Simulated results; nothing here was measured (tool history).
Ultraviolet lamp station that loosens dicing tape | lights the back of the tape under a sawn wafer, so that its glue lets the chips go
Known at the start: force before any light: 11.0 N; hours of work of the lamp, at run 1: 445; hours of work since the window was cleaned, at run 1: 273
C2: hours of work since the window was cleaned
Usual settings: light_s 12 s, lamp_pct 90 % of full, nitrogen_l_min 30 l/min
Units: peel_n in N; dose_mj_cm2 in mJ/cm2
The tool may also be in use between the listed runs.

{"run": 1, "day": 0.0, "light_s": 12, "lamp_pct": 90, "nitrogen_l_min": 30, "hours of work of the lamp": 445, "C2": 273, "peel_n": 0.341, "dose_mj_cm2": 459}
{"run": 2, "day": 0.492, "light_s": 12, "lamp_pct": 90, "nitrogen_l_min": 30, "hours of work of the lamp": 454, "C2": 282, "peel_n": 0.354, "dose_mj_cm2": 457}
{"run": 3, "day": 0.817, "light_s": 12, "lamp_pct": 90, "nitrogen_l_min": 30, "hours of work of the lamp": 460, "C2": 288, "peel_n": 0.371, "dose_mj_cm2": 454}
{"run": 4, "day": 1.296, "light_s": 12, "lamp_pct": 90, "nitrogen_l_min": 30, "hours of work of the lamp": 469, "C2": 297, "peel_n": 0.377, "dose_mj_cm2": 452}
{"day": 1.471, "done": "window cleaned of glue's vapour"}
{"run": 5, "day": 1.946, "light_s": 12, "lamp_pct": 90, "nitrogen_l_min": 30, "hours of work of the lamp": 481, "C2": 9, "peel_n": 0.381, "dose_mj_cm2": 440}
{"run": 6, "day": 2.279, "light_s": 12, "lamp_pct": 89, "nitrogen_l_min": 30, "hours of work of the lamp": 488, "C2": 15, "peel_n": 0.443, "dose_mj_cm2": 433}
{"run": 7, "day": 2.908, "light_s": 12, "lamp_pct": 89, "nitrogen_l_min": 30, "hours of work of the lamp": 499, "C2": 27, "peel_n": 0.41, "dose_mj_cm2": 421}
{"run": 8, "day": 3.496, "light_s": 12, "lamp_pct": 90, "nitrogen_l_min": 30, "hours of work of the lamp": 511, "C2": 38, "peel_n": 0.432, "dose_mj_cm2": 428}
{"day": 3.9, "done": "window cleaned of glue's vapour, once more"}
{"run": 9, "day": 4.117, "light_s": 12, "lamp_pct": 90, "nitrogen_l_min": 30, "hours of work of the lamp": 522, "C2": 4, "peel_n": 0.317, "dose_mj_cm2": 486}
{"run": 10, "day": 4.496, "light_s": 12, "lamp_pct": 90, "nitrogen_l_min": 30, "hours of work of the lamp": 529, "C2": 11, "peel_n": 0.312, "dose_mj_cm2": 484}
{"run": 11, "day": 5.071, "light_s": 12, "lamp_pct": 90, "nitrogen_l_min": 30, "hours of work of the lamp": 540, "C2": 22, "peel_n": 0.325, "dose_mj_cm2": 476}
{"run": 12, "day": 5.517, "light_s": 12, "lamp_pct": 90, "nitrogen_l_min": 11, "hours of work of the lamp": 548, "C2": 31, "peel_n": 0.666, "dose_mj_cm2": 474}
{"run": 13, "day": 5.912, "light_s": 12, "lamp_pct": 94, "nitrogen_l_min": 30, "hours of work of the lamp": 556, "C2": 38, "peel_n": 0.308, "dose_mj_cm2": 488}
{"run": 14, "day": 6.342, "light_s": 12, "lamp_pct": 94, "nitrogen_l_min": 30, "hours of work of the lamp": 564, "C2": 46, "peel_n": 0.299, "dose_mj_cm2": 484}
{"run": 15, "day": 6.833, "light_s": 12, "lamp_pct": 94, "nitrogen_l_min": 30, "hours of work of the lamp": 573, "C2": 55, "peel_n": 0.308, "dose_mj_cm2": 488}
{"run": 16, "day": 7.488, "light_s": 12, "lamp_pct": 94, "nitrogen_l_min": 30, "hours of work of the lamp": 586, "C2": 68, "peel_n": 0.326, "dose_mj_cm2": 476}
{"run": 17, "day": 7.862, "light_s": 12, "lamp_pct": 94, "nitrogen_l_min": 30, "hours of work of the lamp": 593, "C2": 75, "peel_n": 0.327, "dose_mj_cm2": 469}
{"run": 18, "day": 8.429, "light_s": 12, "lamp_pct": 94, "nitrogen_l_min": 30, "hours of work of the lamp": 603, "C2": 86, "peel_n": 0.335, "dose_mj_cm2": 468}
{"run": 19, "day": 9.054, "light_s": 12, "lamp_pct": 69, "nitrogen_l_min": 30, "hours of work of the lamp": 615, "C2": 97, "peel_n": 0.783, "dose_mj_cm2": 340}
{"run": 20, "day": 9.712, "light_s": 12, "lamp_pct": 90, "nitrogen_l_min": 13, "hours of work of the lamp": 628, "C2": 110, "peel_n": 0.704, "dose_mj_cm2": 435}
{"run": 21, "day": 10.304, "light_s": 12, "lamp_pct": 90, "nitrogen_l_min": 30, "hours of work of the lamp": 639, "C2": 121, "peel_n": 0.412, "dose_mj_cm2": 433}
{"run": 22, "day": 10.683, "light_s": 12, "lamp_pct": 90, "nitrogen_l_min": 30, "hours of work of the lamp": 646, "C2": 128, "peel_n": 0.424, "dose_mj_cm2": 437}
{"run": 23, "day": 11.112, "light_s": 12, "lamp_pct": 84, "nitrogen_l_min": 30, "hours of work of the lamp": 654, "C2": 136, "peel_n": 0.527, "dose_mj_cm2": 403}
{"run": 24, "day": 11.538, "light_s": 12, "lamp_pct": 67, "nitrogen_l_min": 30, "hours of work of the lamp": 662, "C2": 144, "peel_n": 0.911, "dose_mj_cm2": 315}
{"run": 25, "day": 12.125, "light_s": 12, "lamp_pct": 67, "nitrogen_l_min": 30, "hours of work of the lamp": 673, "C2": 155, "peel_n": 0.903, "dose_mj_cm2": 318}
{"run": 26, "day": 12.512, "light_s": 12, "lamp_pct": 67, "nitrogen_l_min": 30, "hours of work of the lamp": 680, "C2": 163, "peel_n": 0.935, "dose_mj_cm2": 314}
{"run": 27, "day": 12.942, "light_s": 12, "lamp_pct": 67, "nitrogen_l_min": 30, "hours of work of the lamp": 689, "C2": 171, "peel_n": 0.972, "dose_mj_cm2": 309}
{"run": 28, "day": 13.279, "light_s": 12, "lamp_pct": 63, "nitrogen_l_min": 30, "hours of work of the lamp": 695, "C2": 177, "peel_n": 1.086, "dose_mj_cm2": 291}
{"run": 29, "day": 13.867, "light_s": 12, "lamp_pct": 87, "nitrogen_l_min": 41, "hours of work of the lamp": 706, "C2": 188, "peel_n": 0.433, "dose_mj_cm2": 392}
{"run": 30, "day": 14.25, "light_s": 12, "lamp_pct": 87, "nitrogen_l_min": 41, "hours of work of the lamp": 713, "C2": 195, "peel_n": 0.455, "dose_mj_cm2": 389}
{"run": 31, "day": 14.688, "light_s": 17, "lamp_pct": 90, "nitrogen_l_min": 30, "hours of work of the lamp": 722, "C2": 204, "peel_n": 0.22, "dose_mj_cm2": 569}
{"run": 32, "day": 15.246, "light_s": 17, "lamp_pct": 90, "nitrogen_l_min": 30, "hours of work of the lamp": 732, "C2": 214, "peel_n": 0.216, "dose_mj_cm2": 568}
{"run": 33, "day": 15.704, "light_s": 17, "lamp_pct": 90, "nitrogen_l_min": 21, "hours of work of the lamp": 741, "C2": 223, "peel_n": 0.259, "dose_mj_cm2": 556}
{"day": 15.838, "done": "lamp changed"}
{"run": 34, "day": 16.058, "light_s": 17, "lamp_pct": 90, "nitrogen_l_min": 21, "hours of work of the lamp": 4, "C2": 229, "peel_n": 0.133, "dose_mj_cm2": 812}
{"run": 35, "day": 16.546, "light_s": 7, "lamp_pct": 75, "nitrogen_l_min": 26, "hours of work of the lamp": 13, "C2": 238, "peel_n": 1.264, "dose_mj_cm2": 280}
{"run": 36, "day": 16.912, "light_s": 7, "lamp_pct": 75, "nitrogen_l_min": 26, "hours of work of the lamp": 20, "C2": 245, "peel_n": 1.326, "dose_mj_cm2": 275}
{"run": 37, "day": 17.321, "light_s": 12, "lamp_pct": 97, "nitrogen_l_min": 30, "hours of work of the lamp": 28, "C2": 253, "peel_n": 0.188, "dose_mj_cm2": 608}
{"run": 38, "day": 17.788, "light_s": 16, "lamp_pct": 74, "nitrogen_l_min": 14, "hours of work of the lamp": 37, "C2": 261, "peel_n": 0.274, "dose_mj_cm2": 614}
{"run": 39, "day": 18.262, "light_s": 21, "lamp_pct": 90, "nitrogen_l_min": 52, "hours of work of the lamp": 46, "C2": 270, "peel_n": 0.126, "dose_mj_cm2": 981}
{"run": 40, "day": 18.888, "light_s": 21, "lamp_pct": 90, "nitrogen_l_min": 52, "hours of work of the lamp": 58, "C2": 282, "peel_n": 0.116, "dose_mj_cm2": 966}
{"run": 41, "day": 19.308, "light_s": 21, "lamp_pct": 81, "nitrogen_l_min": 12, "hours of work of the lamp": 65, "C2": 290, "peel_n": 0.15, "dose_mj_cm2": 862}
{"day": 19.871, "done": "window cleaned of glue's vapour"}
{"run": 42, "day": 19.9, "light_s": 21, "lamp_pct": 81, "nitrogen_l_min": 12, "hours of work of the lamp": 76, "C2": 0, "peel_n": 0.133, "dose_mj_cm2": 948}

Forecast each of these 4 alternatives for the next run:
{"run": "A", "day": 20.442, "light_s": 20, "lamp_pct": 69, "nitrogen_l_min": 14, "hours of work of the lamp": 87, "C2": 11, "peel_n": "?", "dose_mj_cm2": "?"}
{"run": "B", "day": 20.442, "light_s": 12, "lamp_pct": 90, "nitrogen_l_min": 20, "hours of work of the lamp": 87, "C2": 11, "peel_n": "?", "dose_mj_cm2": "?"}
{"run": "C", "day": 20.442, "light_s": 9, "lamp_pct": 81, "nitrogen_l_min": 13, "hours of work of the lamp": 87, "C2": 11, "peel_n": "?", "dose_mj_cm2": "?"}
{"run": "D", "day": 20.442, "light_s": 7, "lamp_pct": 81, "nitrogen_l_min": 12, "hours of work of the lamp": 87, "C2": 11, "peel_n": "?", "dose_mj_cm2": "?"}

run=A peel_n=0.178 dose_mj_cm2=765
run=B peel_n=0.234 dose_mj_cm2=599
run=C peel_n=0.844 dose_mj_cm2=402
run=D peel_n=1.573 dose_mj_cm2=316
Without the tool's hidden state the same runs would have given:
run=A peel_n=0.161 dose_mj_cm2=814
run=B peel_n=0.203 dose_mj_cm2=637
run=C peel_n=0.726 dose_mj_cm2=428
run=D peel_n=1.394 dose_mj_cm2=336

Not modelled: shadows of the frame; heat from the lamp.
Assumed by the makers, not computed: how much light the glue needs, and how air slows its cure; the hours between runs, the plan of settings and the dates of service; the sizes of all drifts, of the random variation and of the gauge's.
